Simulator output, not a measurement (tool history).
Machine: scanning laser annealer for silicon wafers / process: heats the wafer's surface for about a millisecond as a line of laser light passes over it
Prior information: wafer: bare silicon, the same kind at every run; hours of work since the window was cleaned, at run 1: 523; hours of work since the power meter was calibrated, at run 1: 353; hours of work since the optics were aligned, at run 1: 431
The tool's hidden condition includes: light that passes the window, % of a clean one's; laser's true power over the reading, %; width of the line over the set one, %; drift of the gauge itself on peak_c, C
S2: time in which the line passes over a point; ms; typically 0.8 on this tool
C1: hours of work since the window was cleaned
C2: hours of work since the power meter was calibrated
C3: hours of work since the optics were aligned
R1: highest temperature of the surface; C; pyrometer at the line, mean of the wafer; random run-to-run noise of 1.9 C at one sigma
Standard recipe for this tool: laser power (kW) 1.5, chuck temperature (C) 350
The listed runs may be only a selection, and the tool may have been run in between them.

Run 1, hour 0: usual settings; C1 523; C2 353; C3 431. Result: R1 1105 C.
Run 2, hour 25.3: usual settings but chuck temperature (C) 376; C1 534; C2 364; C3 442. Result: R1 1127 C.
Run 3, hour 81.4: usual settings but chuck temperature (C) 376; C1 559; C2 389; C3 466. Result: R1 1128 C.
At hour 111.1: window over the wafer cleaned.
Run 4, hour 120.4: usual settings but S2 0.632 ms, chuck temperature (C) 376; C1 4; C2 405; C3 482. Result: R1 1040 C.
Run 5, hour 165.4: usual settings; C1 24; C2 425; C3 502. Result: R1 1090 C.
Run 6, hour 199.4: usual settings; C1 38; C2 439; C3 517. Result: R1 1091 C.
Run 7, hour 251.6: usual settings; C1 61; C2 462; C3 539. Result: R1 1091 C.
Run 8, hour 285.4: usual settings but laser power (kW) 1.335; C1 76; C2 477; C3 554. Result: R1 1013 C.
Run 9, hour 332: usual settings but laser power (kW) 1.335; C1 96; C2 497; C3 574. Result: R1 1013 C.
Run 10, hour 366.6: usual settings; C1 111; C2 512; C3 589. Result: R1 1086 C.
Run 11, hour 424.5: usual settings; C1 137; C2 537; C3 615. Result: R1 1079 C.
At hour 439.1: window over the wafer cleaned, once more.
Run 12, hour 471.4: usual settings; C1 14; C2 557; C3 634. Result: R1 1134 C.
Run 13, hour 502.1: usual settings; C1 27; C2 570; C3 648. Result: R1 1135 C.
Run 14, hour 553.7: usual settings but chuck temperature (C) 383; C1 50; C2 593; C3 670. Result: R1 1165 C.
Run 15, hour 586.5: usual settings but chuck temperature (C) 383; C1 64; C2 607; C3 684. Result: R1 1165 C.
Run 16, hour 632.7: usual settings but chuck temperature (C) 383; C1 84; C2 627; C3 705. Result: R1 1164 C.
Run 17, hour 665.9: usual settings but chuck temperature (C) 383; C1 99; C2 642; C3 719. Result: R1 1161 C.
Run 18, hour 699: usual settings but chuck temperature (C) 383; C1 113; C2 656; C3 733. Result: R1 1159 C.
Run 19, hour 729.7: usual settings; C1 127; C2 670; C3 747. Result: R1 1124 C.
Run 20, hour 767.4: usual settings but chuck temperature (C) 354; C1 143; C2 686; C3 763. Result: R1 1132 C.
Run 21, hour 797.1: usual settings but chuck temperature (C) 354; C1 156; C2 699; C3 776. Result: R1 1131 C.
Run 22, hour 827.6: usual settings but chuck temperature (C) 354; C1 169; C2 712; C3 789. Result: R1 1126 C.
Run 23, hour 866.1: usual settings but S2 0.951 ms, chuck temperature (C) 366; C1 186; C2 729; C3 806. Result: R1 1211 C.
Run 24, hour 905.8: usual settings but laser power (kW) 1.439, chuck temperature (C) 340; C1 203; C2 746; C3 824. Result: R1 1081 C.
Run 25, hour 932.3: usual settings but laser power (kW) 1.439, chuck temperature (C) 340; C1 215; C2 758; C3 835. Result: R1 1082 C.
Run 26, hour 973.1: usual settings but laser power (kW) 1.439, chuck temperature (C) 340; C1 233; C2 776; C3 853. Result: R1 1080 C.
Run 27, hour 999.6: usual settings but S2 0.685 ms, chuck temperature (C) 326; C1 244; C2 787; C3 864. Result: R1 1039 C.
Run 28, hour 1031.6: usual settings but S2 0.616 ms, chuck temperature (C) 375; C1 258; C2 801; C3 878. Result: R1 1053 C.
Run 29, hour 1066.9: usual settings but laser power (kW) 1.424, S2 0.98 ms, chuck temperature (C) 321; C1 274; C2 816; C3 894. Result: R1 1127 C.
Run 30, hour 1097.3: usual settings but laser power (kW) 1.495, S2 0.719 ms, chuck temperature (C) 321; C1 287; C2 830; C3 907. Result: R1 1044 C.
Run 31, hour 1126.8: usual settings but laser power (kW) 1.359, chuck temperature (C) 385; C1 300; C2 843; C3 920. Result: R1 1085 C.
Run 32, hour 1183.9: usual settings but S2 0.947 ms, chuck temperature (C) 341; C1 325; C2 867; C3 945. Result: R1 1167 C.
Run 33, hour 1224.8: usual settings but laser power (kW) 1.513, S2 0.947 ms, chuck temperature (C) 341; C1 342; C2 885; C3 963. Result: R1 1172 C.
Run 34, hour 1265.8: usual settings but laser power (kW) 1.513, S2 0.969 ms, chuck temperature (C) 341; C1 360; C2 903; C3 980. Result: R1 1181 C.
Run 35, hour 1304.1: usual settings but laser power (kW) 1.513, S2 0.969 ms, chuck temperature (C) 337; C1 377; C2 920; C3 997. Result: R1 1178 C.
Run 36, hour 1334.9: usual settings but laser power (kW) 1.58, S2 0.598 ms, chuck temperature (C) 337; C1 390; C2 933; C3 1010. Result: R1 1028 C.
Run 37, hour 1359.3: usual settings but laser power (kW) 1.494, S2 0.639 ms, chuck temperature (C) 320; C1 401; C2 944; C3 1021. Result: R1 996 C.
Run 38, hour 1402.5: usual settings but laser power (kW) 1.494, S2 0.639 ms, chuck temperature (C) 320; C1 420; C2 963; C3 1040. Result: R1 997 C.
Run 39, hour 1450.6: usual settings but laser power (kW) 1.494, S2 0.639 ms, chuck temperature (C) 320; C1 441; C2 984; C3 1061. Result: R1 992 C.
Run 40, hour 1478.7: usual settings but laser power (kW) 1.494, S2 0.639 ms, chuck temperature (C) 320; C1 453; C2 996; C3 1073. Result: R1 993 C.
Run 41, hour 1533.9: usual settings but S2 0.919 ms, chuck temperature (C) 326; C1 477; C2 1020; C3 1097. Result: R1 1132 C.
Run 42, hour 1558.1: usual settings but laser power (kW) 1.527; C1 488; C2 1030; C3 1108. Result: R1 1114 C.

Hidden condition of the tool, last listed run before each entry between runs versus first listed run after:
In the gap between runs 3 and 4: window over the wafer cleaned (hour 111.1)
  light that passes the window, % of a clean one's: 95.1 -> 94.01; laser's true power over the reading, %: 0.21 -> 0.22; width of the line over the set one, %: 1.17 -> 1.21
  measured minus no-state result, R1: -39 -> -42 C
In the gap between runs 11 and 12: window over the wafer cleaned, once more (hour 439.1)
  light that passes the window, % of a clean one's: 92.81 -> 99.74; laser's true power over the reading, %: 0.3 -> 0.31; width of the line over the set one, %: 1.48 -> 1.52
  measured minus no-state result, R1: -57 -> -5 C
